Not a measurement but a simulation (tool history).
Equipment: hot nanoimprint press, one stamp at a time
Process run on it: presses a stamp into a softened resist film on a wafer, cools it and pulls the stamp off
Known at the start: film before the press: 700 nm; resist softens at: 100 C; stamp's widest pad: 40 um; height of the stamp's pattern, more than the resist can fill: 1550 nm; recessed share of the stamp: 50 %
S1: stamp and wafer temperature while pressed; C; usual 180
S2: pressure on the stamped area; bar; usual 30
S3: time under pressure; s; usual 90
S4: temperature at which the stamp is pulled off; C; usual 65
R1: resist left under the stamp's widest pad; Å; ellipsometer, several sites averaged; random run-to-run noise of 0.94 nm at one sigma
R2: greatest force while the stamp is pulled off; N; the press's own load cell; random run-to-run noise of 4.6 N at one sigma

{"run": 1, "hour": 0.0, "S1": 180, "S2": 30, "S3": 90, "S4": 65, "R1": 3405, "R2": 273}
{"run": 2, "hour": 18.4, "S1": 180, "S2": 30, "S3": 90, "S4": 65, "R1": 3411, "R2": 283}
{"run": 3, "hour": 37.6, "S1": 180, "S2": 32.8, "S3": 90, "S4": 65, "R1": 3284, "R2": 281}
{"run": 4, "hour": 68.9, "S1": 180, "S2": 24.1, "S3": 90, "S4": 65, "R1": 3598, "R2": 294}
{"run": 5, "hour": 91.7, "S1": 180, "S2": 24.1, "S3": 90, "S4": 65, "R1": 3628, "R2": 225}
{"run": 6, "hour": 110.1, "S1": 183, "S2": 24.1, "S3": 90, "S4": 65, "R1": 3136, "R2": 228}
{"run": 7, "hour": 129.6, "S1": 183, "S2": 24.1, "S3": 90, "S4": 65, "R1": 3147, "R2": 227}
{"run": 8, "hour": 154.5, "S1": 180, "S2": 30, "S3": 90, "S4": 61, "R1": 3320, "R2": 254}
{"run": 9, "hour": 173.7, "S1": 180, "S2": 30, "S3": 90, "S4": 63, "R1": 3335, "R2": 250}
{"run": 10, "hour": 198.1, "S1": 179, "S2": 30, "S3": 90, "S4": 65, "R1": 3500, "R2": 245}
{"run": 11, "hour": 213.8, "S1": 180, "S2": 30, "S3": 90, "S4": 69, "R1": 3336, "R2": 232}
{"run": 12, "hour": 227.3, "S1": 180, "S2": 30, "S3": 90, "S4": 69, "R1": 3337, "R2": 231}
{"run": 13, "hour": 251.7, "S1": 180, "S2": 30, "S3": 90, "S4": 69, "R1": 3342, "R2": 244}
{"run": 14, "hour": 269.3, "S1": 180, "S2": 28, "S3": 90, "S4": 65, "R1": 3448, "R2": 269}
{"run": 15, "hour": 284.6, "S1": 180, "S2": 30, "S3": 90, "S4": 65, "R1": 3340, "R2": 263}
{"run": 16, "hour": 312.8, "S1": 180, "S2": 30, "S3": 88, "S4": 70, "R1": 3398, "R2": 243}
{"run": 17, "hour": 338.7, "S1": 180, "S2": 30, "S3": 88, "S4": 70, "R1": 3381, "R2": 242}
{"run": 18, "hour": 360.8, "S1": 180, "S2": 30, "S3": 88, "S4": 71, "R1": 3395, "R2": 252}
{"run": 19, "hour": 388.2, "S1": 180, "S2": 27, "S3": 88, "S4": 65, "R1": 3535, "R2": 287}
{"run": 20, "hour": 408.0, "S1": 181, "S2": 22.4, "S3": 50, "S4": 63, "R1": 4375, "R2": 301}
{"run": 21, "hour": 438.9, "S1": 181, "S2": 22.4, "S3": 50, "S4": 60, "R1": 4393, "R2": 251}
{"run": 22, "hour": 464.7, "S1": 180, "S2": 30, "S3": 179, "S4": 68, "R1": 2521, "R2": 223}
{"run": 23, "hour": 487.9, "S1": 180, "S2": 30, "S3": 179, "S4": 68, "R1": 2533, "R2": 219}
{"run": 24, "hour": 501.1, "S1": 179, "S2": 30, "S3": 179, "S4": 64, "R1": 2676, "R2": 239}
{"run": 25, "hour": 527.6, "S1": 180, "S2": 46.3, "S3": 90, "S4": 65, "R1": 2821, "R2": 248}
{"run": 26, "hour": 554.2, "S1": 180, "S2": 36.5, "S3": 169, "S4": 65, "R1": 2387, "R2": 245}
{"run": 27, "hour": 577.0, "S1": 180, "S2": 36.5, "S3": 169, "S4": 65, "R1": 2376, "R2": 253}
{"run": 28, "hour": 599.5, "S1": 186, "S2": 30, "S3": 91, "S4": 63, "R1": 2477, "R2": 260}
{"run": 29, "hour": 623.6, "S1": 186, "S2": 31, "S3": 91, "S4": 69, "R1": 2464, "R2": 250}
{"run": 30, "hour": 638.5, "S1": 180, "S2": 23.2, "S3": 46, "S4": 65, "R1": 4625, "R2": 273}

Withheld: 4 entries from between the runs. Position of each, and hidden state at the listed run before versus the listed run after:
Between runs 3 and 4: plate thermocouple calibrated (hour 45.1)
  true temperature over the reading, C: -0.68 -> -0.15; pressure that arrives at the usual setting, %: 98.18 -> 98.1; grip of the stamp's worn release coat, % over a new coat's: 24 -> 26.4
  measured minus no-state result, R1: +133 -> +45 Å; R2: +58 -> +62 N
Between runs 4 and 5: stamp cleaned and given a new release coat (hour 90.8)
  true temperature over the reading, C: -0.15 -> -0.16; pressure that arrives at the usual setting, %: 98.1 -> 98.06; grip of the stamp's worn release coat, % over a new coat's: 26.4 -> 0.1
  measured minus no-state result, R1: +45 -> +47 Å; R2: +62 -> +1 N
Between runs 20 and 21: stamp cleaned and given a new release coat (hour 431.9)
  true temperature over the reading, C: -0.41 -> -0.43; pressure that arrives at the usual setting, %: 97.3 -> 97.23; grip of the stamp's worn release coat, % over a new coat's: 26.2 -> 0.6
  measured minus no-state result, R1: +95 -> +100 Å; R2: +65 -> +3 N
Between runs 21 and 22: press's hydraulic seals changed and the load cell set to zero (hour 455.2)
  true temperature over the reading, C: -0.43 -> -0.45; pressure that arrives at the usual setting, %: 97.23 -> 99.62; grip of the stamp's worn release coat, % over a new coat's: 0.6 -> 2
  measured minus no-state result, R1: +100 -> +65 Å; R2: +3 -> +7 N
